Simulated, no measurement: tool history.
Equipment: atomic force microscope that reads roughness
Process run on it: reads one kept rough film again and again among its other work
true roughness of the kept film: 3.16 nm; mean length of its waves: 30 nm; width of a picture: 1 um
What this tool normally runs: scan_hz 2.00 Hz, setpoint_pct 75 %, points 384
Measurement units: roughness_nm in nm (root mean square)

{"run": 1, "hour": 0.0, "scan_hz": 2.0, "setpoint_pct": 75, "points": 384, "roughness_nm": 2.354}
{"run": 2, "hour": 8.7, "scan_hz": 2.56, "setpoint_pct": 75, "points": 384, "roughness_nm": 2.222}
{"run": 3, "hour": 13.5, "scan_hz": 2.0, "setpoint_pct": 55, "points": 384, "roughness_nm": 2.571}
{"run": 4, "hour": 22.5, "scan_hz": 2.0, "setpoint_pct": 75, "points": 384, "roughness_nm": 2.287}
{"run": 5, "hour": 31.6, "scan_hz": 2.0, "setpoint_pct": 75, "points": 384, "roughness_nm": 2.248}
{"run": 6, "hour": 41.6, "scan_hz": 2.0, "setpoint_pct": 75, "points": 384, "roughness_nm": 2.232}
{"run": 7, "hour": 46.1, "scan_hz": 0.78, "setpoint_pct": 75, "points": 384, "roughness_nm": 2.42}
{"run": 8, "hour": 51.1, "scan_hz": 0.78, "setpoint_pct": 80, "points": 384, "roughness_nm": 2.384}
{"run": 9, "hour": 57.8, "scan_hz": 0.78, "setpoint_pct": 80, "points": 384, "roughness_nm": 2.359}
{"run": 10, "hour": 63.7, "scan_hz": 1.46, "setpoint_pct": 80, "points": 384, "roughness_nm": 2.183}
{"run": 11, "hour": 72.2, "scan_hz": 1.46, "setpoint_pct": 80, "points": 384, "roughness_nm": 2.168}
{"run": 12, "hour": 81.1, "scan_hz": 1.46, "setpoint_pct": 80, "points": 384, "roughness_nm": 2.167}
{"run": 13, "hour": 85.6, "scan_hz": 2.0, "setpoint_pct": 75, "points": 384, "roughness_nm": 2.125}
{"run": 14, "hour": 93.8, "scan_hz": 2.0, "setpoint_pct": 75, "points": 384, "roughness_nm": 2.115}
{"run": 15, "hour": 101.2, "scan_hz": 1.13, "setpoint_pct": 75, "points": 384, "roughness_nm": 2.237}
{"run": 16, "hour": 107.6, "scan_hz": 2.0, "setpoint_pct": 75, "points": 596, "roughness_nm": 2.082}
{"run": 17, "hour": 114.0, "scan_hz": 2.0, "setpoint_pct": 75, "points": 596, "roughness_nm": 2.057}
{"run": 18, "hour": 120.8, "scan_hz": 2.49, "setpoint_pct": 71, "points": 451, "roughness_nm": 2.067}
{"run": 19, "hour": 125.3, "scan_hz": 3.84, "setpoint_pct": 75, "points": 299, "roughness_nm": 1.797}
{"run": 20, "hour": 133.1, "scan_hz": 3.84, "setpoint_pct": 75, "points": 299, "roughness_nm": 1.785}
{"hour": 138.1, "done": "new tip fitted"}
{"run": 21, "hour": 142.3, "scan_hz": 1.99, "setpoint_pct": 75, "points": 363, "roughness_nm": 2.431}
{"run": 22, "hour": 147.8, "scan_hz": 1.29, "setpoint_pct": 63, "points": 898, "roughness_nm": 2.686}
{"run": 23, "hour": 156.4, "scan_hz": 0.72, "setpoint_pct": 63, "points": 787, "roughness_nm": 2.749}
{"run": 24, "hour": 163.2, "scan_hz": 0.72, "setpoint_pct": 63, "points": 787, "roughness_nm": 2.711}
{"run": 25, "hour": 169.0, "scan_hz": 1.49, "setpoint_pct": 83, "points": 359, "roughness_nm": 2.322}
{"run": 26, "hour": 173.6, "scan_hz": 1.49, "setpoint_pct": 83, "points": 276, "roughness_nm": 2.295}
{"run": 27, "hour": 180.1, "scan_hz": 2.0, "setpoint_pct": 58, "points": 384, "roughness_nm": 2.572}
{"run": 28, "hour": 187.0, "scan_hz": 2.0, "setpoint_pct": 58, "points": 384, "roughness_nm": 2.546}
{"run": 29, "hour": 193.2, "scan_hz": 0.87, "setpoint_pct": 59, "points": 473, "roughness_nm": 2.624}
{"run": 30, "hour": 199.4, "scan_hz": 1.72, "setpoint_pct": 63, "points": 384, "roughness_nm": 2.489}
{"run": 31, "hour": 206.2, "scan_hz": 1.39, "setpoint_pct": 82, "points": 384, "roughness_nm": 2.259}
{"run": 32, "hour": 212.0, "scan_hz": 1.39, "setpoint_pct": 76, "points": 384, "roughness_nm": 2.341}
{"run": 33, "hour": 217.3, "scan_hz": 1.39, "setpoint_pct": 76, "points": 384, "roughness_nm": 2.333}

Below, each run's measurement less what the same run would have read without the hidden state. Both values contain the same run-to-run variation, but the gauge's scatter may not be the same in both:
Hidden conditions of the tool in this case: radius of the tip, nm; height scale over the true one, %; drift of the gauge itself on roughness_nm, %.
run=1 roughness_nm=-0.112
run=2 roughness_nm=-0.129
run=3 roughness_nm=-0.163
run=4 roughness_nm=-0.170
run=5 roughness_nm=-0.189
run=6 roughness_nm=-0.214
run=7 roughness_nm=-0.247
run=8 roughness_nm=-0.258
run=9 roughness_nm=-0.276
run=10 roughness_nm=-0.269
run=11 roughness_nm=-0.291
run=12 roughness_nm=-0.315
run=13 roughness_nm=-0.320
run=14 roughness_nm=-0.340
run=15 roughness_nm=-0.383
run=16 roughness_nm=-0.371
run=17 roughness_nm=-0.382
run=18 roughness_nm=-0.400
run=19 roughness_nm=-0.356
run=20 roughness_nm=-0.371
run=21 roughness_nm=-0.016
run=22 roughness_nm=-0.033
run=23 roughness_nm=-0.062
run=24 roughness_nm=-0.082
run=25 roughness_nm=-0.086
run=26 roughness_nm=-0.097
run=27 roughness_nm=-0.129
run=28 roughness_nm=-0.149
run=29 roughness_nm=-0.172
run=30 roughness_nm=-0.185
run=31 roughness_nm=-0.188
run=32 roughness_nm=-0.211
run=33 roughness_nm=-0.225

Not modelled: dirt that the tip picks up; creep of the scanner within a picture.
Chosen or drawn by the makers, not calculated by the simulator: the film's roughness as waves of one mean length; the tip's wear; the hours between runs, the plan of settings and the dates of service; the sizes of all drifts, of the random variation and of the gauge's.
